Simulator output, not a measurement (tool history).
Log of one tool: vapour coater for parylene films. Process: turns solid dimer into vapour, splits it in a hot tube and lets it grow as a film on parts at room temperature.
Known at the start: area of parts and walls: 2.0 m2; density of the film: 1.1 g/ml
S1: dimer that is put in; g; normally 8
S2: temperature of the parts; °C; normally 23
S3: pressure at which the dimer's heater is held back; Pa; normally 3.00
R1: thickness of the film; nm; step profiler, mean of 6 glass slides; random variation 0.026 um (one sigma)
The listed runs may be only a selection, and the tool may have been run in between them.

run,hour,S1,S2,S3,R1
1,0.0,8,23,3.00,2040
2,30.8,8,23,3.00,2070
3,73.3,8,23,3.00,2080
4,97.1,8,23,3.00,2040
5,139.6,8,34,3.00,1540
6,194.1,8,34,3.00,1560
7,223.0,8,34,3.00,1570
8,251.3,8,23,3.00,2070
9,307.0,8,23,3.00,2050
10,359.9,8,23,3.00,2020
# hour 409.9: trap's valve overhauled
11,413.8,8,23,3.00,2050
12,460.7,8,23,3.00,2080
13,515.3,8,23,3.00,2110
14,543.0,8,20,3.00,2250
15,595.4,8,20,3.00,2220
16,651.4,7,23,3.00,1810
17,678.0,7,23,3.00,1820
18,727.9,7,23,3.00,1810
19,765.7,8,23,9.94,1800
20,802.8,8,16,3.00,2530
21,854.4,8,16,3.00,2500
22,896.7,8,16,3.00,2500

Run 23 is up next; what results do you expect?
23,948.2,9,23,10.79,?

R1: 1960 nm
With the hidden condition absent and the run-to-run variation left alone, this run would have shown R1 1960 nm.
